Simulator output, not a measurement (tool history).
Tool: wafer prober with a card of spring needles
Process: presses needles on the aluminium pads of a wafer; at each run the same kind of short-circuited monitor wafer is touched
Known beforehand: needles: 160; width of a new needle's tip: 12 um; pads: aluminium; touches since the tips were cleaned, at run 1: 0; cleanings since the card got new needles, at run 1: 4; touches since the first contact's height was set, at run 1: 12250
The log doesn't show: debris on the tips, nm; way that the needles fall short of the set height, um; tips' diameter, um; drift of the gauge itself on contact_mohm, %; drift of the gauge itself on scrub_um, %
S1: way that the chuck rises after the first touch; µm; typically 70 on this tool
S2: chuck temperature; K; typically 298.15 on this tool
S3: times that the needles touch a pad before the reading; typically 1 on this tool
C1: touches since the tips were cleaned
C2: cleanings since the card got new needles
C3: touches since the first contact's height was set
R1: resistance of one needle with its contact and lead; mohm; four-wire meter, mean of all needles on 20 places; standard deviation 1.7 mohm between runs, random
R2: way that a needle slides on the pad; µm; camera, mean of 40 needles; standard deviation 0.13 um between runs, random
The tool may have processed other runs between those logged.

run 1 hour=0 | S1=70 S2=298.15 S3=1 | C1=0 C2=4 C3=12250 | R1=253 R2=19.34
-- hour=4.5 tips cleaned on abrasive film
-- hour=10 tips cleaned on abrasive film
-- hour=15.6 tips cleaned on abrasive film
run 2 hour=19.3 | S1=70 S2=328.15 S3=1 | C1=2253 C2=7 C3=23885 | R1=271 R2=18.92
-- hour=20.5 tips cleaned on abrasive film
-- hour=25 tips cleaned on abrasive film
-- hour=30.5 tips cleaned on abrasive film
-- hour=35 tips cleaned on abrasive film
run 3 hour=35.4 | S1=70 S2=328.15 S3=1 | C1=240 C2=11 C3=33506 | R1=265 R2=18.95
-- hour=39.9 tips cleaned on abrasive film
-- hour=44.4 tips cleaned on abrasive film
-- hour=49.9 tips cleaned on abrasive film
run 4 hour=50.2 | S1=70 S2=383.15 S3=1 | C1=147 C2=14 C3=42366 | R1=276 R2=18.66
-- hour=54.6 tips cleaned on abrasive film
-- hour=59.1 tips cleaned on abrasive film
-- hour=64.7 tips cleaned on abrasive film
-- hour=70.3 tips cleaned on abrasive film
run 5 hour=70.9 | S1=70 S2=303.15 S3=1 | C1=365 C2=18 C3=54793 | R1=257 R2=18.68
-- hour=75.3 tips cleaned on abrasive film
-- hour=79.8 tips cleaned on abrasive film
-- hour=84.3 tips cleaned on abrasive film
-- hour=89.9 tips cleaned on abrasive film
-- hour=95.4 tips cleaned on abrasive film
run 6 hour=95.5 | S1=70 S2=298.15 S3=1 | C1=33 C2=23 C3=69569 | R1=255 R2=18.53
-- hour=100 tips cleaned on abrasive film
-- hour=105.5 tips cleaned on abrasive film
-- hour=111.1 tips cleaned on abrasive film
-- hour=115.6 tips cleaned on abrasive film
run 7 hour=119.3 | S1=70 S2=298.15 S3=1 | C1=2261 C2=27 C3=83899 | R1=263 R2=18.51
-- hour=120.5 tips cleaned on abrasive film
-- hour=124.9 tips cleaned on abrasive film
-- hour=130.5 tips cleaned on abrasive film
-- hour=136.1 tips cleaned on abrasive film
-- hour=141.7 tips cleaned on abrasive film
run 8 hour=141.9 | S1=70 S2=361.15 S3=1 | C1=137 C2=32 C3=97440 | R1=273 R2=18.3
-- hour=146.3 tips cleaned on abrasive film
-- hour=150.8 tips cleaned on abrasive film
-- hour=156.4 tips cleaned on abrasive film
-- hour=162 tips cleaned on abrasive film
run 9 hour=166.1 | S1=70 S2=361.15 S3=1 | C1=2559 C2=36 C3=112060 | R1=282 R2=17.93
-- hour=167.3 tips cleaned on abrasive film
-- hour=171.8 tips cleaned on abrasive film
-- hour=173 tips cleaned on abrasive film, once more
-- hour=178.6 tips cleaned on abrasive film
-- hour=184.1 tips cleaned on abrasive film
-- hour=188.6 tips cleaned on abrasive film
-- hour=193.1 tips cleaned on abrasive film
run 10 hour=193.8 | S1=70 S2=361.15 S3=1 | C1=414 C2=43 C3=128559 | R1=273 R2=18.17
-- hour=198.3 tips cleaned on abrasive film
-- hour=202.7 tips cleaned on abrasive film
-- hour=208.3 tips cleaned on abrasive film
run 11 hour=211.5 | S1=73 S2=307.15 S3=3 | C1=1986 C2=46 C3=139257 | R1=258 R2=18.75
-- hour=213.8 tips cleaned on abrasive film
-- hour=218.3 tips cleaned on abrasive film
-- hour=222.8 tips cleaned on abrasive film
-- hour=227.3 tips cleaned on abrasive film
-- hour=232.8 tips cleaned on abrasive film
run 12 hour=235.9 | S1=56 S2=341.15 S3=2 | C1=1890 C2=51 C3=153880 | R1=278 R2=13.78
-- hour=238.2 tips cleaned on abrasive film
-- hour=242.7 tips cleaned on abrasive film
-- hour=247.2 tips cleaned on abrasive film
-- hour=252.7 tips cleaned on abrasive film
run 13 hour=252.7 | S1=70 S2=298.15 S3=2 | C1=0 C2=55 C3=163930 | R1=255 R2=17.66
-- hour=258.3 tips cleaned on abrasive film
-- hour=262.8 tips cleaned on abrasive film
-- hour=268.3 tips cleaned on abrasive film
run 14 hour=270.8 | S1=81 S2=298.15 S3=2 | C1=1499 C2=58 C3=174812 | R1=256 R2=20.61
-- hour=273.1 tips cleaned on abrasive film
-- hour=278.6 tips cleaned on abrasive film
-- hour=283.1 tips cleaned on abrasive film
-- hour=288.7 tips cleaned on abrasive film
-- hour=294.3 tips cleaned on abrasive film
-- hour=299.8 tips cleaned on abrasive film
run 15 hour=303.3 | S1=53 S2=298.15 S3=3 | C1=2115 C2=64 C3=194352 | R1=266 R2=12.78
-- hour=304.5 tips cleaned on abrasive film
-- hour=309 tips cleaned on abrasive film
-- hour=314.5 tips cleaned on abrasive film
-- hour=319 tips cleaned on abrasive film
-- hour=324.6 tips cleaned on abrasive film
-- hour=329 tips cleaned on abrasive film
-- hour=334.6 tips cleaned on abrasive film
run 16 hour=334.7 | S1=53 S2=298.15 S3=3 | C1=44 C2=71 C3=213159 | R1=260 R2=12.68
-- hour=339.2 tips cleaned on abrasive film
-- hour=344.7 tips cleaned on abrasive film
run 17 hour=348.6 | S1=50 S2=316.15 S3=2 | C1=2374 C2=73 C3=221565 | R1=280 R2=11.85
-- hour=349.8 tips cleaned on abrasive film
-- hour=354.3 tips cleaned on abrasive film
-- hour=359.9 tips cleaned on abrasive film
-- hour=364.3 tips cleaned on abrasive film
-- hour=369.9 tips cleaned on abrasive film
-- hour=375.5 tips cleaned on abrasive film
run 18 hour=379.5 | S1=83 S2=317.15 S3=2 | C1=2442 C2=79 C3=240090 | R1=262 R2=20.81

Below are 4 alternative next runs, each starting from the tool's condition after run 18. Predict each:
-- hour=380.6 tips cleaned on abrasive film
-- hour=386.2 tips cleaned on abrasive film
-- hour=389.8 height of the first contact set anew
-- hour=392.1 tips cleaned on abrasive film
run A hour=394.9 | S1=53 S2=354.15 S3=2 | C1=1713 C2=82 C3=3054 | R1=? R2=?
-- hour=380.6 tips cleaned on abrasive film
-- hour=386.2 tips cleaned on abrasive film
-- hour=389.8 height of the first contact set anew
-- hour=392.1 tips cleaned on abrasive film
run B hour=394.9 | S1=74 S2=317.15 S3=2 | C1=1713 C2=82 C3=3054 | R1=? R2=?
-- hour=380.6 tips cleaned on abrasive film
-- hour=386.2 tips cleaned on abrasive film
-- hour=389.8 height of the first contact set anew
-- hour=392.1 tips cleaned on abrasive film
run C hour=394.9 | S1=83 S2=300.15 S3=2 | C1=1713 C2=82 C3=3054 | R1=? R2=?
-- hour=380.6 tips cleaned on abrasive film
-- hour=386.2 tips cleaned on abrasive film
-- hour=389.8 height of the first contact set anew
-- hour=392.1 tips cleaned on abrasive film
run D hour=394.9 | S1=83 S2=330.15 S3=1 | C1=1713 C2=82 C3=3054 | R1=? R2=?

run=A R1=281 R2=14.72
run=B R1=264 R2=20.04
run=C R1=254 R2=22.99
run=D R1=266 R2=22.37
With no hidden state in the tool, these same runs would have given:
run=A R1=269 R2=14.75
run=B R1=256 R2=20.07
run=C R1=248 R2=23.02
run=D R1=257 R2=22.4
